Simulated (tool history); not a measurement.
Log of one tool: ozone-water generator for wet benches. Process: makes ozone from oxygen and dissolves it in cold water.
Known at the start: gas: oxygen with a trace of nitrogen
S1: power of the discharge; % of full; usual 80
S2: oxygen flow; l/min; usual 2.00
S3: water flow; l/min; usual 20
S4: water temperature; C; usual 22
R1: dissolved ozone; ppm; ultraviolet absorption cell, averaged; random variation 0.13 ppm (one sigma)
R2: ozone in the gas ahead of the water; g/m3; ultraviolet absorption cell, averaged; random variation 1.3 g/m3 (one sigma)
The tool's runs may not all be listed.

| run | day | S1 | S2 | S3 | S4 | R1 | R2 |
|---|---|---|---|---|---|---|---|
| 1 | 0.000 | 80 | 2.00 | 20 | 22 | 13.5 | 225.9 |
| 2 | 1.596 | 80 | 2.00 | 20 | 22 | 13.6 | 224.1 |
| 3 | 4.517 | 80 | 2.00 | 20 | 22 | 13.5 | 227.5 |
| 4 | 6.171 | 80 | 2.00 | 20 | 22 | 13.6 | 226.2 |
| 5 | 9.400 | 80 | 2.00 | 20 | 22 | 13.6 | 227.1 |
| 6 | 11.583 | 80 | 1.06 | 20 | 22 | 12.5 | 343.9 |
| 7 | 15.071 | 80 | 1.06 | 20 | 22 | 12.6 | 341.8 |
| 8 | 17.467 | 80 | 1.06 | 20 | 22 | 12.6 | 342.8 |
| 9 | 19.367 | 62 | 1.06 | 20 | 22 | 9.9 | 274.0 |
| 10 | 21.600 | 71 | 1.06 | 20 | 22 | 11.2 | 308.0 |
| 11 | 24.142 | 58 | 1.76 | 24 | 17 | 8.7 | 183.6 |
|  | 24.562 | contactor cleaned |
| 12 | 26.796 | 74 | 1.78 | 26 | 22 | 9.8 | 226.3 |
| 13 | 30.162 | 43 | 2.17 | 20 | 22 | 7.9 | 121.9 |
| 14 | 33.633 | 92 | 1.81 | 13 | 21 | 21.8 | 272.2 |
|  | 35.442 | contactor cleaned, once more |
| 15 | 37.142 | 92 | 2.83 | 14 | 19 | 21.1 | 203.0 |
| 16 | 39.154 | 80 | 2.23 | 20 | 22 | 13.5 | 209.3 |
| 17 | 40.946 | 80 | 2.23 | 20 | 22 | 13.6 | 208.9 |
| 18 | 43.192 | 80 | 2.23 | 20 | 22 | 13.8 | 206.9 |

Forecast each of these 4 alternatives for the next run:
| A | 44.783 | 80 | 2.00 | 23 | 22 | ? | ? |
| B | 44.783 | 80 | 2.26 | 22 | 22 | ? | ? |
| C | 44.783 | 80 | 2.91 | 20 | 19 | ? | ? |
| D | 44.783 | 80 | 2.23 | 20 | 24 | ? | ? |

| run | R1 | R2 |
|---|---|---|
| A | 12.2 | 226.0 |
| B | 12.7 | 207.9 |
| C | 14.0 | 174.2 |
| D | 13.4 | 208.6 |
Without the tool's hidden state the same runs would have given:
| run | R1 | R2 |
|---|---|---|
| A | 12.7 | 234.6 |
| B | 13.3 | 215.8 |
| C | 14.7 | 180.8 |
| D | 14.0 | 216.4 |
